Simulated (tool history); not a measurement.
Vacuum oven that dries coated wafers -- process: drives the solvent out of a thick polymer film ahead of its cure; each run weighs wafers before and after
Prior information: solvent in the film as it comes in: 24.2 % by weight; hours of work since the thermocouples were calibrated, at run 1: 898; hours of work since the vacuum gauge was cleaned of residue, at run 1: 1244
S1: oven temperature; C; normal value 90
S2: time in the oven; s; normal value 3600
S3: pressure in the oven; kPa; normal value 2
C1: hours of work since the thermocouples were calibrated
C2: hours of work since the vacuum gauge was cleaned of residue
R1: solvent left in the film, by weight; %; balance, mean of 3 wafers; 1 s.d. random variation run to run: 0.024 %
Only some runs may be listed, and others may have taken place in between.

run	hour	S1	S2	S3	C1	C2	R1
1	0	90	3600	2	898	1244	2.22
2	72.9	90	3600	1.3	929	1275	1.87
# hour 109: oven's thermocouples calibrated
3	113.6	90	3600	1.3	2	1291	1.59
4	153.7	90	3600	1.3	19	1308	1.58
5	193.9	90	3600	2	36	1325	1.99
6	254.5	90	3600	2	62	1351	2.01
7	317	90	3600	2	88	1378	2
8	381.7	90	3600	4.24	116	1405	3.19
9	413.5	90	3600	4.24	129	1419	3.18
10	467.2	90	3600	1.81	152	1442	1.91
11	531.3	90	3600	1.81	179	1469	1.9
12	566	90	3600	1.81	194	1483	1.96
13	630.7	101	3600	2	222	1511	0.91
14	665.7	101	3600	2	237	1526	0.92
# hour 721.9: vacuum gauge cleaned of residue and calibrated
15	721.9	90	3600	6.52	260	0	4.34
16	768.4	90	4320	2	279	20	1.54
17	828	87	3600	2	305	45	2.53
18	889.8	87	3600	2	331	71	2.53
19	936.9	87	2820	2	351	91	3.54
20	983.6	87	2820	2	371	111	3.53
21	1028.3	87	2820	2	390	130	3.57
22	1086.4	87	5100	4.82	415	155	3.49
23	1157.3	87	5100	4.82	445	185	3.51
24	1201.4	90	3540	1.02	463	204	1.45
25	1264.8	90	2640	2	490	231	3.05
26	1331.7	83	3600	3.54	519	259	4.82
27	1387.2	93	5340	5.33	542	283	2.8
28	1456	91	2040	1.07	572	312	3.5
29	1493.9	87	3360	1.37	588	328	2.53
30	1555.8	92	2700	2	614	354	2.52
31	1595.2	92	2700	2	631	371	2.44
32	1638.7	76	2700	1.25	649	389	8.02
33	1682	76	2700	1.25	668	408	8.06
34	1712.4	76	2700	1.25	681	421	8.02

Below are 3 alternative next runs, each starting from the tool's condition after run 34. Predict each:
A	1775.6	93	3120	1.21	707	448	?
B	1775.6	86	4500	1.54	707	448	?
C	1775.6	88	3600	1.76	707	448	?

run	R1
A	1.46
B	1.94
C	2.37
Without the tool's unlogged condition, the same runs would have read:
run	R1
A	1.25
B	1.67
C	2.08

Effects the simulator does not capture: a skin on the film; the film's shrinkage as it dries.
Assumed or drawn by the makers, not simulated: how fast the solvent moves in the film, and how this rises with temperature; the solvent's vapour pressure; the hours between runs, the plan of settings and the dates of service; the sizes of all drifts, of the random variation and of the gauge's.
